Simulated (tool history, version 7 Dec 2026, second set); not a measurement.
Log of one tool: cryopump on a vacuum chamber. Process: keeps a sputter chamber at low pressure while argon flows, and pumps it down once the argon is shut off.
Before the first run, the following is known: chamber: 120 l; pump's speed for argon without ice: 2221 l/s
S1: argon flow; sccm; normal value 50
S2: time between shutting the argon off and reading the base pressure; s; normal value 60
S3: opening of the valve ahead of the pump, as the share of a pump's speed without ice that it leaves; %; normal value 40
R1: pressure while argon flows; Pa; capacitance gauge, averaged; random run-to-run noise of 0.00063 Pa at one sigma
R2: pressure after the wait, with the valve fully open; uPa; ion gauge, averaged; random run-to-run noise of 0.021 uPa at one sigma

run   hour  S1   S2  S3      R1    R2
  1    0.0  50   60  40  0.0988  0.87
  2   30.2  50   48  40  0.0997  0.93
  3   75.0  87   60  40  0.1751  0.87
  4  109.3  65   60  40  0.1313  0.90
  5  138.6  65   60  40  0.1304  0.85
  6  170.1  65   60  40  0.1302  0.90
     193.5  -- leaking fittings of the chamber tightened, without venting
  7  193.5  60  239  47  0.1049  0.24
  8  236.8  38  159  16  0.1865  0.33
  9  269.5  25   76  60  0.0356  0.46
 10  310.7  25   76  60  0.0361  0.44

Predict each of these 5 candidate next runs independently; none follows another, all start after run 10:
  A  344.6  33   60  55   ?   ?
  B  344.6  50   67  34   ?   ?
  C  344.6  25   94  60   ?   ?
  D  344.6  20  149  32   ?   ?
  E  344.6  37   42  29   ?   ?

run      R1    R2
  A  0.0506  0.57
  B  0.1202  0.50
  C  0.0358  0.42
  D  0.0510  0.35
  E  0.1031  0.69
The same runs, with their run-to-run variation unchanged, on a tool lacking any hidden condition would have given:
run      R1    R2
  A  0.0456  0.52
  B  0.1126  0.45
  C  0.0320  0.37
  D  0.0479  0.31
  E  0.0974  0.64
